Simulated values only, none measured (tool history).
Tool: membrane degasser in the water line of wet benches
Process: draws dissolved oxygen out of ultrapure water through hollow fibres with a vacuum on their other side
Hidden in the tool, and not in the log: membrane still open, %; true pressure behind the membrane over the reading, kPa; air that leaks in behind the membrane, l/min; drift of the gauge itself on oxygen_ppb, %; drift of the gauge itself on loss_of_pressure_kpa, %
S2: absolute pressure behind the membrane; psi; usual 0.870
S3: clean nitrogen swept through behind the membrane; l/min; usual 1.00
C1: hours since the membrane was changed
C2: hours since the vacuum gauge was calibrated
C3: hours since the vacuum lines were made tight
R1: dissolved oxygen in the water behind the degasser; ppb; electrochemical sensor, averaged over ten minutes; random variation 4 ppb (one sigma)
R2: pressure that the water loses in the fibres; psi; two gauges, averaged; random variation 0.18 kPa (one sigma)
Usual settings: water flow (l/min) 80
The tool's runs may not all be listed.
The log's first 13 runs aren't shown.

Run 14, hour 1200.4: usual settings but water flow (l/min) 76; C1 6052; C2 1022; C3 1089. Result: R1 400.8 ppb, R2 4.930 psi.
Run 15, hour 1264.0: usual settings but water flow (l/min) 76; C1 6116; C2 1085; C3 1152. Result: R1 395.0 ppb, R2 4.921 psi.
Run 16, hour 1383.4: usual settings but water flow (l/min) 76; C1 6236; C2 1205; C3 1272. Result: R1 400.0 ppb, R2 4.965 psi.
Run 17, hour 1469.6: usual settings but water flow (l/min) 76; C1 6322; C2 1291; C3 1358. Result: R1 396.9 ppb, R2 5.033 psi.
Run 18, hour 1540.9: usual settings but water flow (l/min) 66; C1 6393; C2 1362; C3 1429. Result: R1 353.3 ppb, R2 4.326 psi.
Run 19, hour 1611.2: usual settings but water flow (l/min) 50, S2 1.452 psi, S3 0.78 l/min; C1 6463; C2 1432; C3 1500. Result: R1 746.2 ppb, R2 3.201 psi.
Run 20, hour 1675.2: usual settings but S2 0.535 psi, S3 1.82 l/min; C1 6527; C2 1496; C3 1564. Result: R1 101.5 ppb, R2 5.210 psi.
Run 21, hour 1731.8: usual settings but water flow (l/min) 119, S2 1.141 psi, S3 1.82 l/min; C1 6584; C2 1553; C3 1620. Result: R1 678.8 ppb, R2 7.789 psi.
Run 22, hour 1827.7: usual settings but water flow (l/min) 56; C1 6680; C2 1649; C3 1716. Result: R1 302.5 ppb, R2 3.674 psi.
Run 23, hour 1947.0: usual settings but water flow (l/min) 48, S2 1.072 psi, S3 0.79 l/min; C1 6799; C2 1768; C3 1835. Result: R1 458.7 ppb, R2 3.126 psi.
Run 24, hour 2031.4: usual settings but water flow (l/min) 48, S2 1.072 psi, S3 0.79 l/min; C1 6883; C2 1853; C3 1920. Result: R1 466.1 ppb, R2 3.128 psi.
Run 25, hour 2157.4: usual settings but water flow (l/min) 48, S2 1.072 psi, S3 0.79 l/min; C1 7009; C2 1979; C3 2046. Result: R1 453.6 ppb, R2 3.134 psi.
Run 26, hour 2271.2: usual settings but water flow (l/min) 48, S2 1.072 psi, S3 0.79 l/min; C1 7123; C2 2092; C3 2160. Result: R1 454.0 ppb, R2 3.146 psi.
Run 27, hour 2386.8: usual settings but water flow (l/min) 64, S3 2.83 l/min; C1 7239; C2 2208; C3 2275. Result: R1 166.1 ppb, R2 4.171 psi.
Run 28, hour 2461.8: usual settings but water flow (l/min) 64, S2 1.642 psi, S3 0.95 l/min; C1 7314; C2 2283; C3 2350. Result: R1 916.9 ppb, R2 4.155 psi.
Run 29, hour 2549.8: usual settings but water flow (l/min) 75, S2 1.885 psi; C1 7402; C2 2371; C3 2438. Result: R1 1161.6 ppb, R2 4.898 psi.
Run 30, hour 2636.0: usual settings but water flow (l/min) 75, S2 1.885 psi; C1 7488; C2 2457; C3 2524. Result: R1 1174.3 ppb, R2 4.953 psi.
Run 31, hour 2694.1: usual settings but water flow (l/min) 75, S2 1.885 psi; C1 7546; C2 2515; C3 2582. Result: R1 1166.2 ppb, R2 4.918 psi.
Run 32, hour 2800.6: usual settings but water flow (l/min) 58, S2 1.961 psi; C1 7653; C2 2622; C3 2689. Result: R1 1007.3 ppb, R2 3.826 psi.
Run 33, hour 2860.1: usual settings but water flow (l/min) 48, S2 1.961 psi; C1 7712; C2 2681; C3 2748. Result: R1 894.9 ppb, R2 3.181 psi.

Forecast each of these 3 alternatives for the next run:
Run A, hour 2913.7: usual settings but water flow (l/min) 104, S2 1.961 psi, S3 1.33 l/min; C1 7766; C2 2735; C3 2802. Result: R1 ?, R2 ?.
Run B, hour 2913.7: usual settings but water flow (l/min) 50, S2 0.573 psi, S3 0.47 l/min; C1 7766; C2 2735; C3 2802. Result: R1 ?, R2 ?.
Run C, hour 2913.7: usual settings but water flow (l/min) 107, S2 1.327 psi, S3 2.80 l/min; C1 7766; C2 2735; C3 2802. Result: R1 ?, R2 ?.

run      R1     R2
  A  1333.2  6.863
  B   154.1  3.300
  C   578.8  7.039
Without the tool's hidden state the same runs would have given:
run      R1     R2
  A  1295.5  6.448
  B   126.7  3.099
  C   539.2  6.612

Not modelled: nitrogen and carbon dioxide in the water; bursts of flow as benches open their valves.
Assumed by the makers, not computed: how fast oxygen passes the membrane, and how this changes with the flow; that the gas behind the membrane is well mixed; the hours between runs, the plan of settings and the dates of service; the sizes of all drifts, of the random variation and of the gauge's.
